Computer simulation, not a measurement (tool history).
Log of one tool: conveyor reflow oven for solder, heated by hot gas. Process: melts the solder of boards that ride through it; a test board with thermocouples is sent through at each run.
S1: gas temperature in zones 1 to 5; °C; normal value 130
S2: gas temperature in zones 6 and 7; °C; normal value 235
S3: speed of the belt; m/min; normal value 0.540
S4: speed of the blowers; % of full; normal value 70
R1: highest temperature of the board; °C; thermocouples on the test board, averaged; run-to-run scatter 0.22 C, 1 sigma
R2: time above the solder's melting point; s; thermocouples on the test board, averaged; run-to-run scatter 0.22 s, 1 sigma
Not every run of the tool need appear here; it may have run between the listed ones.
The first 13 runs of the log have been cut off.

run	hour	S1	S2	S3	S4	R1	R2
14	204.1	130	235	0.540	70	221.5	67.3
15	219.8	130	235	0.540	70	220.9	66.9
16	233.2	130	247	0.540	70	232.1	74.4
17	243.5	130	235	0.476	58	220.9	76.4
18	262.0	142	234	0.534	52	216.2	67.2
19	274.7	119	241	0.534	52	216.9	59.5
20	293.2	130	235	0.503	59	219.2	70.1
21	301.7	140	232	0.559	51	211.7	58.4
22	313.3	140	232	0.559	51	211.7	58.4
23	331.4	140	232	0.559	51	212.0	58.0
24	351.8	131	232	0.559	56	211.4	55.4
25	365.1	131	232	0.559	56	211.6	55.1
26	383.7	131	232	0.559	56	211.4	55.0
27	397.1	131	232	0.559	51	209.5	51.8
28	412.0	130	223	0.540	70	209.4	56.6
29	429.6	130	223	0.540	70	209.1	55.9
30	448.8	130	235	0.540	88	224.2	70.7
31	460.5	130	235	0.645	81	217.0	52.2

3 ways to go on from here, each from the tool as it stands after run 31. What would each give?
A	469.8	130	235	0.494	52	?	?
B	469.8	130	235	0.540	51	?	?
C	469.8	143	242	0.645	63	?	?

run	R1	R2
A	216.6	68.5
B	212.7	57.6
C	219.2	58.1
Stripped of hidden state, with their random variation kept, the same runs would have yielded:
run	R1	R2
A	216.2	68.3
B	212.4	57.7
C	219.5	58.5

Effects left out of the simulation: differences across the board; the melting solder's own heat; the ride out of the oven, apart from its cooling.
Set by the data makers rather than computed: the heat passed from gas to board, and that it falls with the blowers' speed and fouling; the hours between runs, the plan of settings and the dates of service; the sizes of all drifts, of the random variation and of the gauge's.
